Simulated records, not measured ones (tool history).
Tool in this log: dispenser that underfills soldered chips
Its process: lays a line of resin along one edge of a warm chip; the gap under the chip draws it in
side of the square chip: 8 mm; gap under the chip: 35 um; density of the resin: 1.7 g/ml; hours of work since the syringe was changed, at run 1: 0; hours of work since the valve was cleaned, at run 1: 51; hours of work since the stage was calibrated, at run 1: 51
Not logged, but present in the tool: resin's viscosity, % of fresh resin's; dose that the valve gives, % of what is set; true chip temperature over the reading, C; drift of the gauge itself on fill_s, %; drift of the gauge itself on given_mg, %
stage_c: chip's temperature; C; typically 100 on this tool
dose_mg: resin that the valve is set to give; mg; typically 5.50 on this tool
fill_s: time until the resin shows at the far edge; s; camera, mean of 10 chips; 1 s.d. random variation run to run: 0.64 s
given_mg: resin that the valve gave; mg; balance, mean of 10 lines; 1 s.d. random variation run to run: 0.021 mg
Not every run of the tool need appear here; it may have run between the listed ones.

run	hour	stage_c	dose_mg	hours of work since the syringe was changed	hours of work since the valve was cleaned	hours of work since the stage was calibrated	fill_s	given_mg
1	0.0	100	5.50	0	51	51	61.0	5.34
2	4.3	100	5.50	3	54	54	71.7	5.36
3	8.6	100	5.50	6	56	56	83.3	5.31
4	13.0	100	5.50	9	59	59	97.4	5.33
# hour 13.9: new syringe of resin
5	15.5	100	5.50	1	61	61	64.1	5.34
# hour 18.0: dispensing valve cleaned and set on the balance
6	20.1	100	5.88	3	1	63	71.2	5.89
7	22.0	112	5.88	5	3	64	47.0	5.85
8	24.4	112	5.88	6	4	66	51.4	5.85
9	27.4	99	5.50	8	6	68	96.3	5.47
# hour 28.7: new syringe of resin
10	29.8	100	5.54	1	8	69	60.4	5.49
11	34.4	100	4.98	4	11	72	74.0	4.95
12	37.8	100	5.50	6	13	75	82.1	5.46
13	40.6	100	5.50	8	15	76	90.3	5.46
# hour 42.5: new syringe of resin
14	43.0	100	5.50	0	16	78	59.7	5.46
15	47.5	100	5.28	3	19	81	71.2	5.21
16	50.1	91	5.28	5	21	83	114.9	5.20
17	52.4	100	5.50	7	22	84	85.5	5.43
18	55.6	100	5.50	9	24	86	94.5	5.39
# hour 56.3: new syringe of resin
19	58.3	100	7.17	1	26	88	61.4	7.07
20	61.7	96	4.76	4	28	90	89.6	4.69
21	63.6	104	6.57	5	30	91	63.9	6.45
22	67.6	104	6.57	7	32	94	73.0	6.46
# hour 70.2: new syringe of resin
23	71.7	104	6.57	1	35	96	53.2	6.45
24	74.6	94	5.73	3	37	98	90.3	5.61
25	79.0	105	5.50	6	39	101	66.9	5.39
26	82.9	99	6.23	8	42	104	95.8	6.09
# hour 83.9: new syringe of resin
27	87.2	100	5.71	2	45	106	67.3	5.58
28	91.6	90	5.76	5	48	109	119.2	5.63
29	94.1	100	5.03	7	49	111	90.5	4.91
30	96.9	113	6.34	9	51	113	56.2	6.19
# hour 97.6: new syringe of resin
31	99.6	113	6.34	1	53	114	38.2	6.16
32	102.4	100	5.03	3	54	116	74.2	4.89
33	105.1	100	5.03	5	56	118	80.6	4.89
34	109.5	100	6.90	8	59	121	89.7	6.69
# hour 111.3: new syringe of resin
35	113.2	100	6.90	1	61	123	61.5	6.67

Predict each of these 3 candidate next runs independently; none follows another, all start after run 35:
# hour 114.6: dispensing valve cleaned and set on the balance
A	117.9	89	6.11	4	2	126	?	?
# hour 114.6: dispensing valve cleaned and set on the balance
B	117.9	100	5.37	4	2	126	?	?
# hour 114.6: dispensing valve cleaned and set on the balance
C	117.9	99	6.62	4	2	126	?	?

run	fill_s	given_mg
A	116.2	6.10
B	72.6	5.35
C	73.9	6.63
With the hidden condition removed and each run's random variation left untouched, the same runs would have given:
run	fill_s	given_mg
A	91.2	6.11
B	57.1	5.35
C	58.2	6.63

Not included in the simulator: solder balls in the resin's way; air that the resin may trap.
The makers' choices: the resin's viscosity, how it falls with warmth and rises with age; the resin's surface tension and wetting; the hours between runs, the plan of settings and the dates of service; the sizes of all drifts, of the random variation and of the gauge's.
